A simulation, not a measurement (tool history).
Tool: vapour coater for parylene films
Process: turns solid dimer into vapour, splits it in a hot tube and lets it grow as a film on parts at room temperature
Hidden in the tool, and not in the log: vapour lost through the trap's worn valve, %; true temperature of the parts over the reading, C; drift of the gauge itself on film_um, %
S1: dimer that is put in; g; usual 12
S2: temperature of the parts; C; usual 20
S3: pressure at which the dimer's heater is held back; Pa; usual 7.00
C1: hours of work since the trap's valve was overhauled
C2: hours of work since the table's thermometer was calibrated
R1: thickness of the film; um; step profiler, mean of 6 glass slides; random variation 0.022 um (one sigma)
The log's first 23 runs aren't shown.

run,day,S1,S2,S3,C1,C2,R1
24,54.596,10,32,3.67,617,444,1.39
25,57.325,10,32,3.67,672,499,1.42
# day 58.450: trap's valve overhauled
26,58.950,15,32,4.83,10,528,2.10
27,62.033,12,14,7.00,72,591,3.22
28,63.825,12,14,7.00,109,627,3.15
29,67.062,15,20,7.00,174,692,3.16
30,70.042,12,31,7.64,234,752,1.66
31,72.762,11,31,7.64,289,807,1.54
32,74.738,7,15,3.79,329,847,1.87
33,77.583,7,15,3.79,386,905,1.85
34,79.283,16,17,2.29,421,939,4.09
# day 80.475: table's thermometer calibrated
35,80.904,16,28,2.62,453,9,2.76

Forecast each of these 4 alternatives for the next run:
A,82.838,13,20,7.00,492,48,?
B,82.838,15,28,6.81,492,48,?
C,82.838,13,22,3.80,492,48,?
D,82.838,12,19,3.50,492,48,?

run,R1
A,2.74
B,2.37
C,2.68
D,2.79
Without the tool's hidden state the same runs would have given:
run,R1
A,2.87
B,2.47
C,2.80
D,2.92
